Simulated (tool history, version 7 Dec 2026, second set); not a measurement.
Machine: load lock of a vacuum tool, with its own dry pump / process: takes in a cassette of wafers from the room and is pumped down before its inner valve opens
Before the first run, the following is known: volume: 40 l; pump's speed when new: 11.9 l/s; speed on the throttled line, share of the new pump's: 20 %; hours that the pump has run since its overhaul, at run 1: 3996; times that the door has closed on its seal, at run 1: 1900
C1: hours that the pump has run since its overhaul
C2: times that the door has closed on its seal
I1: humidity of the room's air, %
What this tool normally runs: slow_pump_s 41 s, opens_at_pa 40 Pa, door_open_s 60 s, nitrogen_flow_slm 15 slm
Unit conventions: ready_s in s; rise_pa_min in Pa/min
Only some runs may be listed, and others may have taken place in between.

Run 1, hour 0.0: usual settings; C1 3996; C2 1900; I1 41.6. Result: ready_s 59.7 s, rise_pa_min 0.030 Pa/min.
Run 2, hour 124.1: usual settings; C1 4120; C2 2387; I1 46.8. Result: ready_s 59.6 s, rise_pa_min 0.027 Pa/min.
Run 3, hour 196.2: usual settings; C1 4192; C2 2670; I1 41.8. Result: ready_s 59.0 s, rise_pa_min 0.026 Pa/min.
Run 4, hour 286.9: usual settings but nitrogen_flow_slm 14 slm; C1 4283; C2 3026; I1 47.2. Result: ready_s 59.0 s, rise_pa_min 0.035 Pa/min.
Run 5, hour 398.4: usual settings but opens_at_pa 54 Pa; C1 4394; C2 3464; I1 46.4. Result: ready_s 58.3 s, rise_pa_min 0.042 Pa/min.
Run 6, hour 494.5: usual settings but opens_at_pa 54 Pa; C1 4490; C2 3841; I1 40.6. Result: ready_s 58.6 s, rise_pa_min 0.035 Pa/min.
Run 7, hour 574.0: usual settings but opens_at_pa 54 Pa; C1 4570; C2 4153; I1 43.2. Result: ready_s 58.9 s, rise_pa_min 0.030 Pa/min.
Run 8, hour 637.4: usual settings but opens_at_pa 54 Pa; C1 4633; C2 4402; I1 45.9. Result: ready_s 57.3 s, rise_pa_min 0.030 Pa/min.
Run 9, hour 715.9: usual settings but slow_pump_s 53 s; C1 4712; C2 4710; I1 44.5. Result: ready_s 68.8 s, rise_pa_min 0.035 Pa/min.
Run 10, hour 807.3: usual settings but slow_pump_s 53 s; C1 4803; C2 5069; I1 45.9. Result: ready_s 69.3 s, rise_pa_min 0.040 Pa/min.
Run 11, hour 871.8: usual settings but slow_pump_s 53 s; C1 4868; C2 5322; I1 45.9. Result: ready_s 69.0 s, rise_pa_min 0.031 Pa/min.
Run 12, hour 993.7: usual settings but slow_pump_s 53 s; C1 4990; C2 5801; I1 41.7. Result: ready_s 69.1 s, rise_pa_min 0.029 Pa/min.
Run 13, hour 1046.1: usual settings but opens_at_pa 50 Pa; C1 5042; C2 6007; I1 42.4. Result: ready_s 58.2 s, rise_pa_min 0.021 Pa/min.
Run 14, hour 1164.8: usual settings but opens_at_pa 50 Pa; C1 5161; C2 6473; I1 45.1. Result: ready_s 59.0 s, rise_pa_min 0.033 Pa/min.
Run 15, hour 1275.2: usual settings but opens_at_pa 50 Pa; C1 5271; C2 6906; I1 43.8. Result: ready_s 58.6 s, rise_pa_min 0.032 Pa/min.
Run 16, hour 1378.4: usual settings but nitrogen_flow_slm 4 slm; C1 5374; C2 7311; I1 41.5. Result: ready_s 59.8 s, rise_pa_min 0.047 Pa/min.
Run 17, hour 1471.2: usual settings but opens_at_pa 33 Pa; C1 5467; C2 7675; I1 47.0. Result: ready_s 59.6 s, rise_pa_min 0.037 Pa/min.
Run 18, hour 1537.9: usual settings but opens_at_pa 33 Pa; C1 5534; C2 7937; I1 46.3. Result: ready_s 59.7 s, rise_pa_min 0.029 Pa/min.
Run 19, hour 1611.1: usual settings but slow_pump_s 35 s, opens_at_pa 33 Pa; C1 5607; C2 8224; I1 49.1. Result: ready_s 55.2 s, rise_pa_min 0.033 Pa/min.
Run 20, hour 1721.3: usual settings but slow_pump_s 35 s, opens_at_pa 33 Pa; C1 5717; C2 8657; I1 45.3. Result: ready_s 55.4 s, rise_pa_min 0.033 Pa/min.
Run 21, hour 1836.3: usual settings but slow_pump_s 35 s, opens_at_pa 33 Pa; C1 5832; C2 9109; I1 46.4. Result: ready_s 55.2 s, rise_pa_min 0.038 Pa/min.
Run 22, hour 1918.8: usual settings but slow_pump_s 36 s, opens_at_pa 50 Pa, door_open_s 150 s, nitrogen_flow_slm 4 slm; C1 5915; C2 9432; I1 48.7. Result: ready_s 54.2 s, rise_pa_min 0.088 Pa/min.
Run 23, hour 1988.7: usual settings but slow_pump_s 36 s, opens_at_pa 50 Pa, door_open_s 150 s, nitrogen_flow_slm 4 slm; C1 5985; C2 9707; I1 47.1. Result: ready_s 54.2 s, rise_pa_min 0.080 Pa/min.
Run 24, hour 2058.1: usual settings but opens_at_pa 68 Pa, door_open_s 185 s, nitrogen_flow_slm 41 slm; C1 6054; C2 9979; I1 44.5. Result: ready_s 58.1 s, rise_pa_min 0.046 Pa/min.
Run 25, hour 2168.3: usual settings but slow_pump_s 27 s, opens_at_pa 58 Pa, door_open_s 32 s, nitrogen_flow_slm 41 slm; C1 6164; C2 10412; I1 46.3. Result: ready_s 47.1 s, rise_pa_min 0.007 Pa/min.
Run 26, hour 2286.0: usual settings but slow_pump_s 27 s, opens_at_pa 58 Pa, door_open_s 32 s, nitrogen_flow_slm 41 slm; C1 6282; C2 10874; I1 47.5. Result: ready_s 46.6 s, rise_pa_min 0.014 Pa/min.
Run 27, hour 2373.1: usual settings but opens_at_pa 43 Pa, door_open_s 169 s, nitrogen_flow_slm 21 slm; C1 6369; C2 11216; I1 42.6. Result: ready_s 59.9 s, rise_pa_min 0.050 Pa/min.
Run 28, hour 2456.2: usual settings but opens_at_pa 43 Pa, door_open_s 169 s, nitrogen_flow_slm 21 slm; C1 6452; C2 11542; I1 42.8. Result: ready_s 59.5 s, rise_pa_min 0.051 Pa/min.
Run 29, hour 2531.9: usual settings but opens_at_pa 52 Pa, door_open_s 25 s; C1 6528; C2 11839; I1 44.1. Result: ready_s 58.4 s, rise_pa_min 0.018 Pa/min.
Run 30, hour 2656.4: usual settings but opens_at_pa 52 Pa, door_open_s 100 s; C1 6652; C2 12328; I1 46.1. Result: ready_s 58.9 s, rise_pa_min 0.044 Pa/min.
Run 31, hour 2710.9: usual settings but opens_at_pa 52 Pa, door_open_s 100 s; C1 6707; C2 12542; I1 49.7. Result: ready_s 58.6 s, rise_pa_min 0.051 Pa/min.
Run 32, hour 2792.5: usual settings but opens_at_pa 35 Pa, door_open_s 100 s, nitrogen_flow_slm 8 slm; C1 6788; C2 12862; I1 43.2. Result: ready_s 59.8 s, rise_pa_min 0.055 Pa/min.
Run 33, hour 2876.3: usual settings but opens_at_pa 35 Pa, door_open_s 102 s, nitrogen_flow_slm 8 slm; C1 6872; C2 13191; I1 46.3. Result: ready_s 60.0 s, rise_pa_min 0.051 Pa/min.
Run 34, hour 2935.0: usual settings but opens_at_pa 35 Pa, door_open_s 102 s, nitrogen_flow_slm 8 slm; C1 6931; C2 13421; I1 44.4. Result: ready_s 59.4 s, rise_pa_min 0.049 Pa/min.
Run 35, hour 2990.2: usual settings but slow_pump_s 82 s, door_open_s 30 s, nitrogen_flow_slm 39 slm; C1 6986; C2 13638; I1 43.1. Result: ready_s 92.7 s, rise_pa_min 0.013 Pa/min.
Run 36, hour 3098.8: usual settings but slow_pump_s 82 s, door_open_s 30 s, nitrogen_flow_slm 39 slm; C1 7095; C2 14065; I1 42.8. Result: ready_s 92.0 s, rise_pa_min 0.014 Pa/min.
Run 37, hour 3209.2: usual settings but slow_pump_s 22 s, door_open_s 181 s, nitrogen_flow_slm 39 slm; C1 7205; C2 14498; I1 45.6. Result: ready_s 44.2 s, rise_pa_min 0.042 Pa/min.
Run 38, hour 3292.7: usual settings but slow_pump_s 25 s, door_open_s 183 s, nitrogen_flow_slm 5 slm; C1 7289; C2 14825; I1 40.8. Result: ready_s 46.2 s, rise_pa_min 0.075 Pa/min.

3 options for the next run, each taken on its own from the tool as it stands now. Forecast them:
Run A, hour 3350.1: usual settings but slow_pump_s 39 s, opens_at_pa 62 Pa; C1 7346; C2 15051; I1 47.6. Result: ready_s ?, rise_pa_min ?.
Run B, hour 3350.1: usual settings but slow_pump_s 25 s, opens_at_pa 63 Pa, door_open_s 109 s, nitrogen_flow_slm 5 slm; C1 7346; C2 15051; I1 44.8. Result: ready_s ?, rise_pa_min ?.
Run C, hour 3350.1: usual settings but slow_pump_s 25 s, opens_at_pa 29 Pa, door_open_s 75 s, nitrogen_flow_slm 7 slm; C1 7346; C2 15051; I1 44.3. Result: ready_s ?, rise_pa_min ?.

run  ready_s  rise_pa_min
  A     56.4        0.031
  B     45.2        0.064
  C     47.7        0.048
The same runs, with their run-to-run variation unchanged, on a tool lacking any hidden condition would have given:
run  ready_s  rise_pa_min
  A     56.4        0.031
  B     45.2        0.064
  C     47.7        0.048
